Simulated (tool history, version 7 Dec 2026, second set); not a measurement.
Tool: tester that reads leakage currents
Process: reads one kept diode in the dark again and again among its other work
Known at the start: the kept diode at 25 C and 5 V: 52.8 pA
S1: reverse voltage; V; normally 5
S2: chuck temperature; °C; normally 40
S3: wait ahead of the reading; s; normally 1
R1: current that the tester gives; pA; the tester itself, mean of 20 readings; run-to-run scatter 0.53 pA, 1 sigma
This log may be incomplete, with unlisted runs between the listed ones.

{"run": 1, "hour": 0.0, "S1": 5, "S2": 40, "S3": 1, "R1": 203.22}
{"run": 2, "hour": 178.3, "S1": 5, "S2": 40, "S3": 1, "R1": 206.4}
{"hour": 290.0, "done": "probe card cleaned and baked"}
{"run": 3, "hour": 394.7, "S1": 5, "S2": 40, "S3": 1, "R1": 201.9}
{"hour": 473.3, "done": "chuck's temperature calibrated"}
{"run": 4, "hour": 594.5, "S1": 5, "S2": 54, "S3": 1, "R1": 496.93}
{"run": 5, "hour": 771.3, "S1": 5, "S2": 54, "S3": 1, "R1": 509.04}
{"run": 6, "hour": 988.2, "S1": 5, "S2": 54, "S3": 1, "R1": 518.38}
{"run": 7, "hour": 1160.9, "S1": 5, "S2": 40, "S3": 1, "R1": 195.21}
{"run": 8, "hour": 1360.9, "S1": 5, "S2": 40, "S3": 1, "R1": 198.91}
{"run": 9, "hour": 1518.8, "S1": 5, "S2": 36, "S3": 1, "R1": 152.97}
{"run": 10, "hour": 1658.7, "S1": 5, "S2": 36, "S3": 1, "R1": 155.38}
{"hour": 1897.1, "done": "chuck's temperature calibrated"}
{"run": 11, "hour": 1897.1, "S1": 2.13, "S2": 40, "S3": 1, "R1": 134.09}
{"run": 12, "hour": 2002.7, "S1": 2.13, "S2": 40, "S3": 1, "R1": 135.36}
{"run": 13, "hour": 2123.1, "S1": 4.2, "S2": 40, "S3": 1, "R1": 182.01}
{"run": 14, "hour": 2236.9, "S1": 4.2, "S2": 40, "S3": 1, "R1": 183.29}
{"run": 15, "hour": 2441.3, "S1": 4.2, "S2": 40, "S3": 1, "R1": 188.64}
{"run": 16, "hour": 2597.6, "S1": 4.2, "S2": 40, "S3": 1, "R1": 191.99}
{"hour": 2642.6, "done": "probe card cleaned and baked"}
{"run": 17, "hour": 2804.7, "S1": 4.2, "S2": 40, "S3": 1, "R1": 186.1}
{"run": 18, "hour": 2980.4, "S1": 5, "S2": 29, "S3": 1, "R1": 88.48}
{"run": 19, "hour": 3202.4, "S1": 6.62, "S2": 40, "S3": 1, "R1": 234.62}
{"hour": 3332.8, "done": "chuck's temperature calibrated"}
{"run": 20, "hour": 3342.7, "S1": 5, "S2": 40, "S3": 1, "R1": 186.41}
{"run": 21, "hour": 3501.2, "S1": 14.38, "S2": 31, "S3": 1, "R1": 153.89}
{"hour": 3616.4, "done": "tester calibrated"}
{"run": 22, "hour": 3629.7, "S1": 1.14, "S2": 37, "S3": 1, "R1": 86.82}
{"run": 23, "hour": 3851.0, "S1": 1.14, "S2": 37, "S3": 1, "R1": 89.03}
{"run": 24, "hour": 3959.3, "S1": 1.14, "S2": 37, "S3": 1, "R1": 90.66}
{"run": 25, "hour": 4179.3, "S1": 3.89, "S2": 40, "S3": 2.21, "R1": 188.29}
{"run": 26, "hour": 4354.0, "S1": 1.36, "S2": 30, "S3": 0.63, "R1": 59.41}
{"run": 27, "hour": 4589.7, "S1": 7.08, "S2": 39, "S3": 5.17, "R1": 235.64}
{"hour": 4753.1, "done": "chuck's temperature calibrated"}
{"run": 28, "hour": 4781.2, "S1": 7.08, "S2": 39, "S3": 5.17, "R1": 205.56}
{"hour": 4843.5, "done": "tester calibrated, once more"}
{"run": 29, "hour": 4936.3, "S1": 7.08, "S2": 39, "S3": 5.17, "R1": 205.2}
{"hour": 4990.2, "done": "probe card cleaned and baked"}
{"run": 30, "hour": 5085.9, "S1": 7.08, "S2": 39, "S3": 5.17, "R1": 190.91}
{"run": 31, "hour": 5300.0, "S1": 1.8, "S2": 40, "S3": 1, "R1": 126.88}
{"run": 32, "hour": 5522.5, "S1": 2.94, "S2": 40, "S3": 2.01, "R1": 156.38}
{"run": 33, "hour": 5711.6, "S1": 17.65, "S2": 43, "S3": 1.65, "R1": 404.03}
{"run": 34, "hour": 5968.2, "S1": 4.57, "S2": 20, "S3": 3.98, "R1": 43.05}
{"hour": 6170.1, "done": "chuck's temperature calibrated"}
{"run": 35, "hour": 6229.5, "S1": 1.86, "S2": 20, "S3": 5.86, "R1": 26.62}
{"run": 36, "hour": 6476.2, "S1": 4, "S2": 24, "S3": 4.62, "R1": 53.19}
{"run": 37, "hour": 6635.7, "S1": 5, "S2": 40, "S3": 8.16, "R1": 195.88}
{"run": 38, "hour": 6762.7, "S1": 5, "S2": 40, "S3": 8.16, "R1": 198}
{"run": 39, "hour": 6886.5, "S1": 2.49, "S2": 28, "S3": 1.33, "R1": 62.89}

3 ways to go on from here, each from the tool as it stands after run 39. What would each give?
{"run": "A", "hour": 7029.4, "S1": 1.16, "S2": 30, "S3": 1.61, "R1": "?"}
{"run": "B", "hour": 7029.4, "S1": 9.17, "S2": 40, "S3": 2.21, "R1": "?"}
{"run": "C", "hour": 7029.4, "S1": 7.72, "S2": 28, "S3": 1.33, "R1": "?"}

run=A R1=53.88
run=B R1=263.41
run=C R1=107.01
The same runs, with their run-to-run variation unchanged, on a tool lacking any hidden condition would have given:
run=A R1=46.39
run=B R1=221.22
run=C R1=81.4

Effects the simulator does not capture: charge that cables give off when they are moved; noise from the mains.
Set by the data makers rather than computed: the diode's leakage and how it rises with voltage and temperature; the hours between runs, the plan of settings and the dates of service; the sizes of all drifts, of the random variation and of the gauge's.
